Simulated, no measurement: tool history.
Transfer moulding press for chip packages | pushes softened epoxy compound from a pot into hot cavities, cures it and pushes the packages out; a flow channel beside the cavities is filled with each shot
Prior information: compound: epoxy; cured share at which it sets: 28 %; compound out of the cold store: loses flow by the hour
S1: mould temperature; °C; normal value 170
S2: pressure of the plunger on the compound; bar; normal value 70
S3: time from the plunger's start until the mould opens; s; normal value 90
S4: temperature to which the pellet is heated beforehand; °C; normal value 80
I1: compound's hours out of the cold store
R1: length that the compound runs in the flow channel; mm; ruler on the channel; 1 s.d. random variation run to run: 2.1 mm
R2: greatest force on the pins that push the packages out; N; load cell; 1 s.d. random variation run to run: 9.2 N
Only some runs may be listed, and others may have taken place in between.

run,hour,S1,S2,S3,S4,I1,R1,R2
1,0,170,70,90,80,23.4,696,436
2,47.4,170,70,90,80,18.3,712,443
# hour 56.4: cavities cleaned with cleaning compound and waxed
3,105.1,170,70,90,80,27.1,682,425
# hour 123.3: cavities cleaned with cleaning compound and waxed
4,152.9,170,70,90,80,46.2,625,409
5,184.8,170,70,90,80,9.5,741,458
# hour 191.7: cavities cleaned with cleaning compound and waxed
6,225.3,170,70,90,80,13.9,725,441
7,252.4,170,70,90,80,31.6,669,414
# hour 256.8: cavities cleaned with cleaning compound and waxed
# hour 276.8: mould's thermocouples calibrated
8,313.8,164,70,90,80,45.5,647,653
# hour 323.9: cavities cleaned with cleaning compound and waxed
# hour 345.9: plunger's sealing rings changed
9,355.4,164,70,90,80,37.2,672,668
# hour 391.3: cavities cleaned with cleaning compound and waxed
10,394,164,75.4,85,83,11.3,782,839
11,441.2,164,75.4,85,83,44.8,672,739
# hour 455.3: cavities cleaned with cleaning compound and waxed
12,474.5,168,70,89,79,21.9,707,506
13,503.1,170,70,74,90,19.4,705,674
# hour 519.9: cavities cleaned with cleaning compound and waxed
14,533.2,170,70,74,90,36.9,651,663
15,579.9,170,75.4,74,90,39.7,665,647
# hour 586.8: cavities cleaned with cleaning compound and waxed
16,608.9,169,70,90,80,10.2,740,484
# hour 652.3: cavities cleaned with cleaning compound and waxed
17,667.6,178,61.1,90,86,25.2,620,299

3 ways to go on from here, each from the tool as it stands after run 17. What would each give?
# hour 694.5: plunger's sealing rings changed
# hour 720: cavities cleaned with cleaning compound and waxed
A,720,166,70,97,80,38.6,?,?
# hour 694.5: plunger's sealing rings changed
# hour 720: cavities cleaned with cleaning compound and waxed
B,720,168,70,79,80,21.1,?,?
# hour 694.5: plunger's sealing rings changed
# hour 720: cavities cleaned with cleaning compound and waxed
C,720,178,71.5,87,86,26.8,?,?

run,R1,R2
A,659,467
B,710,652
C,669,307
Take away the tool's hidden state, keep each run's random variation, and the runs would have read:
run,R1,R2
A,659,467
B,710,652
C,669,307
